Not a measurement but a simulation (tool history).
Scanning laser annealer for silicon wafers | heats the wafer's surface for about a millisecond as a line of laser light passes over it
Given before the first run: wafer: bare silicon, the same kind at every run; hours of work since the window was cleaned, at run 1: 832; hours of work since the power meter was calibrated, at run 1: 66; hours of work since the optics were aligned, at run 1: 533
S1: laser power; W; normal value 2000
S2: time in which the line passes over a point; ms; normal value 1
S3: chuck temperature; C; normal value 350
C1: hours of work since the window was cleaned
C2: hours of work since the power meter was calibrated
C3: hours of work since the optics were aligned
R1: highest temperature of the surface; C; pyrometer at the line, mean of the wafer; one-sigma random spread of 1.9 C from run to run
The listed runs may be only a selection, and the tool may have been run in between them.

run   hour    S1    S2   S3   C1   C2   C3    R1
  1      0  2000     1  350  832   66  533  1158
  2    7.6  2000     1  350  837   70  538  1152
  3   14.5  2000     1  350  841   75  542  1155
  4   19.2  2000     1  350  844   78  545  1157
  5   25.6  2000     1  350  848   82  549  1152
  6     34  2000  0.72  350  854   87  555  1037
  7   40.2  2000  0.72  350  858   91  559  1032
  8   48.2  2000  0.72  350  863   96  564  1035
  9   57.7  2000     1  350  869  102  570  1158
 10   67.5  2000     1  350  875  108  576  1155
 11   73.6  2000     1  350  879  112  580  1154
 12   83.4  2161  1.08  337  885  118  586  1257
 13   91.3  2161  1.08  337  890  123  591  1256
 14  100.1  1846  0.75  326  895  129  597   956
 15  107.2  1965  0.86  387  900  133  601  1121
 16  112.2  1965  0.92  384  903  137  604  1136
 17  121.3  1965  0.92  384  909  142  610  1140
 18  126.9  1750  0.73  315  912  146  613   901

Forecast run 19:
 19  133.9  1750  0.73  315  917  150  618   ?

Run 19 measured R1 897 C.
Minus the tool's unlogged condition, the same run would have read R1 897 C.

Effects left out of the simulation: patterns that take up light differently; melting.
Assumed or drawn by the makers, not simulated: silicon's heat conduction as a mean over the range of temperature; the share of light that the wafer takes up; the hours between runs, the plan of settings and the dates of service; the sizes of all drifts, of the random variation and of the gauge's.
